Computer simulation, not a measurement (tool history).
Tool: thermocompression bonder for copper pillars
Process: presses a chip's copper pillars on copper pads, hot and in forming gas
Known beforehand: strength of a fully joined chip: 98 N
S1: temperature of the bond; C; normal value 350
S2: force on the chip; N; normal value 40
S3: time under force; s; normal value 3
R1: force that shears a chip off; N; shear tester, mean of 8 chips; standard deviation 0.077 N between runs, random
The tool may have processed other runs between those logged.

run   hour   S1  S2  S3     R1
  1      0  350  40   3  43.46
  2   97.8  350  40   3  43.17
     131.3  -- force cell calibrated
  3  196.2  350  40   3  40.07
     286.1  -- forming gas filter changed
  4  286.1  350  40   3  41.24
  5  370.1  350  40   3  41.02
  6  428.5  343  40   3  38.15
  7  512.3  350  40   5  48.91
  8  576.1  350  40   3  40.41
  9  644.6  350  40   3  40.15

What will run 10 give?
 10  689.3  345  40   3   ?

For run 10 the tool returned R1 38.45 N.
The same run, on a tool lacking any hidden state, would have yielded R1 40.2 N.

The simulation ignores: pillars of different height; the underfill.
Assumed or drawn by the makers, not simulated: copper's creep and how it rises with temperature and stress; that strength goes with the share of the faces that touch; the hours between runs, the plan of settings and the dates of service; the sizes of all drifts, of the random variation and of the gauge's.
